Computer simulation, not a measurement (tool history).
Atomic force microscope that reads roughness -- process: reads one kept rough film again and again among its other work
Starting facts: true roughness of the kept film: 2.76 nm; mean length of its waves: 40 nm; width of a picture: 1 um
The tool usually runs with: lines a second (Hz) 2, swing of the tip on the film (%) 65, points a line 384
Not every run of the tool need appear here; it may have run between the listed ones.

run,hour,lines a second (Hz),swing of the tip on the film (%),points a line,roughness of the kept film (nm (root mean square))
1,0,2,65,384,2.574
2,21.8,2.79,65,384,2.54
3,41.5,2.79,65,384,2.522
4,55.9,2,67,384,2.532
5,74.7,2,67,384,2.525
6,84.7,2,67,384,2.534
7,96.9,2,67,384,2.508
# hour 99.5: height scale calibrated on a step standard
8,118.3,2,67,384,2.506
9,128.4,2,65,384,2.523
10,138.7,2,65,384,2.519
11,151.8,2,78,640,2.441
# hour 154.7: height scale calibrated on a step standard, once more
12,173.9,2,78,640,2.404
13,190.9,2,78,640,2.395
14,205.1,2,78,640,2.383
15,218.9,2,78,640,2.368
16,232.1,2,85,336,2.297
# hour 241.8: new tip fitted
17,246.7,2,62,336,2.565
18,260.7,2,62,336,2.569
19,273.9,0.59,65,767,2.628

Predict the results of run 20:
20,283.2,3.93,61,703,?

roughness of the kept film (nm (root mean square)): 2.501
The same run, on a tool lacking any hidden state, would have yielded roughness of the kept film (nm (root mean square)) 2.522.
